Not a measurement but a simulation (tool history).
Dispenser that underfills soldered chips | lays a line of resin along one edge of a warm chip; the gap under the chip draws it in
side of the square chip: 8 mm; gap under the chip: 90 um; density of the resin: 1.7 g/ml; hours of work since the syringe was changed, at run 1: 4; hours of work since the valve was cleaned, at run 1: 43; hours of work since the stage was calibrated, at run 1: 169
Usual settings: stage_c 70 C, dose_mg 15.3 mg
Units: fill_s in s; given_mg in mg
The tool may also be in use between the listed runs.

| run | hour | stage_c | dose_mg | hours of work since the syringe was changed | hours of work since the valve was cleaned | hours of work since the stage was calibrated | fill_s | given_mg |
|---|---|---|---|---|---|---|---|---|
| 1 | 0 | 70 | 15.3 | 4 | 43 | 169 | 19.7 | 14.72 |
|  | 4.5 | new syringe of resin |
| 2 | 11.6 | 70 | 17.3 | 5 | 52 | 177 | 19.7 | 16.47 |
|  | 14.3 | new syringe of resin |
| 3 | 17.6 | 70 | 17.5 | 2 | 56 | 181 | 18.7 | 16.66 |
|  | 20.5 | dispensing valve cleaned and set on the balance |
|  | 25.6 | new syringe of resin |
| 4 | 29 | 70 | 17.5 | 3 | 6 | 189 | 18.4 | 17.57 |
|  | 35.3 | new syringe of resin |
| 5 | 35.6 | 68 | 15.3 | 0 | 11 | 194 | 19.2 | 15.27 |
|  | 44.9 | new syringe of resin |
| 6 | 44.9 | 70 | 15.3 | 0 | 17 | 200 | 17.2 | 15.11 |
| 7 | 53.7 | 70 | 15.3 | 6 | 24 | 207 | 22 | 14.88 |
|  | 54.9 | new syringe of resin |
| 8 | 63 | 68 | 17.6 | 6 | 31 | 213 | 22.5 | 17.16 |
|  | 65.2 | new syringe of resin |
| 9 | 73 | 83 | 13.4 | 6 | 38 | 221 | 13.9 | 12.73 |
|  | 75 | new syringe of resin |
| 10 | 83.4 | 83 | 13.4 | 6 | 45 | 228 | 14.8 | 12.88 |
|  | 84.9 | new syringe of resin |
| 11 | 91 | 76 | 15.3 | 5 | 51 | 234 | 16.5 | 14.53 |
|  | 94.5 | new syringe of resin |
|  | 100.8 | dispensing valve cleaned and set on the balance |
| 12 | 102 | 66 | 15 | 5 | 1 | 241 | 23.4 | 15.03 |
|  | 105.3 | new syringe of resin |
| 13 | 108.8 | 70 | 16 | 3 | 6 | 246 | 18.6 | 15.82 |
|  | 115.1 | new syringe of resin |
| 14 | 117.6 | 71 | 16 | 2 | 12 | 252 | 17.9 | 15.83 |

Measured less the same run without the tool's hidden state. The same run-to-run variation is in both; the gauge's scatter may not be:
The hidden state here: resin's viscosity, % of fresh resin's; dose that the valve gives, % of what is set; true chip temperature over the reading, C; drift of the gauge itself on fill_s, %; drift of the gauge itself on given_mg, %.
| run | fill_s | given_mg |
|---|---|---|
| 1 | +3.3 | -0.54 |
| 2 | +4.1 | -0.73 |
| 3 | +2.2 | -0.79 |
| 4 | +2.3 | -0.12 |
| 5 | +1.1 | -0.17 |
| 6 | +0.4 | -0.26 |
| 7 | +4.7 | -0.35 |
| 8 | +4.7 | -0.5 |
| 9 | +2.9 | -0.44 |
| 10 | +3.3 | -0.54 |
| 11 | +3.1 | -0.68 |
| 12 | +4.5 | -0.03 |
| 13 | +2.4 | -0.1 |
| 14 | +1.7 | -0.17 |
